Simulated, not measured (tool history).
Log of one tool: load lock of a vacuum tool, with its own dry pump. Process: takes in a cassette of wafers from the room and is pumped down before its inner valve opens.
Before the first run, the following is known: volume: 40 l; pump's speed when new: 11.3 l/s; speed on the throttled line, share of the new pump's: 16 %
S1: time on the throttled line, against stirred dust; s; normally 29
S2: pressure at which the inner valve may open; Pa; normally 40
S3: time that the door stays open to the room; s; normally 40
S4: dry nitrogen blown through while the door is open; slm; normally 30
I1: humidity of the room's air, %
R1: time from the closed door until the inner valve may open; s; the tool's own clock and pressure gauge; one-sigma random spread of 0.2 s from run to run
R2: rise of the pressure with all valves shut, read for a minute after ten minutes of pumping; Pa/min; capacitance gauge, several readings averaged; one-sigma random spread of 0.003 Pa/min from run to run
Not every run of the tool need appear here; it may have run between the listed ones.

Run 1, hour 0.0: usual settings; I1 47.4. Result: R1 52.8 s, R2 0.256 Pa/min.
Run 2, hour 52.7: usual settings; I1 41.3. Result: R1 52.9 s, R2 0.266 Pa/min.
Run 3, hour 111.8: usual settings but S2 36 Pa; I1 47.0. Result: R1 53.4 s, R2 0.270 Pa/min.
Run 4, hour 174.3: usual settings but S1 22 s, S2 36 Pa; I1 46.1. Result: R1 47.3 s, R2 0.274 Pa/min.
Run 5, hour 262.7: usual settings but S1 22 s, S2 36 Pa; I1 42.8. Result: R1 47.2 s, R2 0.280 Pa/min.
Run 6, hour 314.8: usual settings but S1 21 s; I1 45.5. Result: R1 46.3 s, R2 0.295 Pa/min.
Run 7, hour 392.0: usual settings but S1 21 s; I1 46.7. Result: R1 46.5 s, R2 0.292 Pa/min.
Run 8, hour 458.1: usual settings; I1 44.4. Result: R1 53.2 s, R2 0.301 Pa/min.
Run 9, hour 546.5: usual settings; I1 43.9. Result: R1 52.9 s, R2 0.298 Pa/min.
Run 10, hour 609.8: usual settings; I1 42.6. Result: R1 53.0 s, R2 0.309 Pa/min.
Run 11, hour 708.3: usual settings but S4 6 slm; I1 46.3. Result: R1 53.0 s, R2 0.334 Pa/min.
Run 12, hour 772.3: usual settings but S4 6 slm; I1 44.0. Result: R1 53.2 s, R2 0.335 Pa/min.
Run 13, hour 838.6: usual settings but S2 64 Pa; I1 51.4. Result: R1 51.3 s, R2 0.339 Pa/min.
Run 14, hour 915.4: usual settings; I1 44.2. Result: R1 53.4 s, R2 0.351 Pa/min.
Run 15, hour 1013.3: usual settings but S1 14 s; I1 46.8. Result: R1 40.8 s, R2 0.352 Pa/min.
Run 16, hour 1093.2: usual settings but S1 14 s; I1 46.7. Result: R1 40.9 s, R2 0.358 Pa/min.
Run 17, hour 1139.2: usual settings but S1 14 s; I1 41.2. Result: R1 40.4 s, R2 0.372 Pa/min.
Run 18, hour 1235.6: usual settings but S1 14 s; I1 43.1. Result: R1 40.9 s, R2 0.364 Pa/min.
Run 19, hour 1279.7: usual settings; I1 46.9. Result: R1 52.9 s, R2 0.380 Pa/min.
Run 20, hour 1332.2: usual settings but S3 45 s, S4 35 slm; I1 45.6. Result: R1 53.0 s, R2 0.387 Pa/min.
Run 21, hour 1412.1: usual settings but S1 27 s, S2 80 Pa, S3 59 s, S4 19 slm; I1 42.8. Result: R1 48.8 s, R2 0.405 Pa/min.
Run 22, hour 1487.3: usual settings but S1 27 s, S2 80 Pa, S3 59 s, S4 19 slm; I1 47.6. Result: R1 48.6 s, R2 0.417 Pa/min.
Run 23, hour 1551.6: usual settings but S1 27 s, S2 80 Pa, S3 59 s, S4 19 slm; I1 43.8. Result: R1 48.8 s, R2 0.421 Pa/min.
Run 24, hour 1624.8: usual settings but S1 27 s, S2 80 Pa, S3 42 s, S4 19 slm; I1 41.3. Result: R1 49.1 s, R2 0.411 Pa/min.
Run 25, hour 1699.4: usual settings but S1 37 s, S2 80 Pa, S3 73 s, S4 19 slm; I1 44.4. Result: R1 57.1 s, R2 0.435 Pa/min.
Run 26, hour 1745.4: usual settings but S1 40 s, S2 46 Pa, S3 28 s; I1 43.8. Result: R1 61.7 s, R2 0.427 Pa/min.
Run 27, hour 1795.4: usual settings but S2 31 Pa, S3 30 s; I1 47.7. Result: R1 54.0 s, R2 0.425 Pa/min.
Run 28, hour 1862.9: usual settings but S2 31 Pa, S3 30 s; I1 44.6. Result: R1 54.0 s, R2 0.432 Pa/min.
Run 29, hour 1967.2: usual settings but S2 31 Pa, S3 30 s; I1 44.5. Result: R1 54.4 s, R2 0.456 Pa/min.
Run 30, hour 2062.5: usual settings but S3 143 s, S4 37 slm; I1 42.9. Result: R1 53.5 s, R2 0.479 Pa/min.
Run 31, hour 2161.5: usual settings but S1 22 s, S2 31 Pa, S3 92 s, S4 35 slm; I1 46.9. Result: R1 48.2 s, R2 0.498 Pa/min.
Run 32, hour 2236.0: usual settings but S1 22 s, S2 39 Pa, S3 92 s, S4 21 slm; I1 44.3. Result: R1 47.8 s, R2 0.497 Pa/min.
Run 33, hour 2338.2: usual settings but S1 22 s, S2 39 Pa, S3 92 s, S4 21 slm; I1 43.3. Result: R1 47.5 s, R2 0.517 Pa/min.
At hour 2419.1: door's seal changed, seat wiped.
Run 34, hour 2438.5: usual settings but S1 22 s, S2 39 Pa, S3 92 s, S4 21 slm; I1 44.5. Result: R1 47.8 s, R2 0.044 Pa/min.
Run 35, hour 2515.6: usual settings but S1 22 s, S2 39 Pa, S3 231 s, S4 21 slm; I1 42.9. Result: R1 47.8 s, R2 0.069 Pa/min.
Run 36, hour 2567.1: usual settings but S1 22 s, S2 39 Pa, S3 231 s, S4 21 slm; I1 42.1. Result: R1 48.0 s, R2 0.074 Pa/min.
Run 37, hour 2645.1: usual settings but S1 17 s, S2 46 Pa; I1 43.2. Result: R1 43.4 s, R2 0.024 Pa/min.

What if the next run were any one of these 3? Each begins from the tool's condition after run 37:
Run A, hour 2733.9: usual settings but S1 17 s, S2 31 Pa, S3 33 s, S4 9 slm; I1 42.6. Result: R1 ?, R2 ?.
Run B, hour 2733.9: usual settings but S1 17 s, S2 57 Pa, S4 13 slm; I1 45.3. Result: R1 ?, R2 ?.
Run C, hour 2733.9: usual settings but S1 25 s, S4 5 slm; I1 46.2. Result: R1 ?, R2 ?.

run    R1     R2
  A  44.5  0.031
  B  42.4  0.031
  C  50.5  0.036
Stripped of hidden state, with their random variation kept, the same runs would have yielded:
run    R1     R2
  A  42.8  0.022
  B  40.8  0.022
  C  49.0  0.028

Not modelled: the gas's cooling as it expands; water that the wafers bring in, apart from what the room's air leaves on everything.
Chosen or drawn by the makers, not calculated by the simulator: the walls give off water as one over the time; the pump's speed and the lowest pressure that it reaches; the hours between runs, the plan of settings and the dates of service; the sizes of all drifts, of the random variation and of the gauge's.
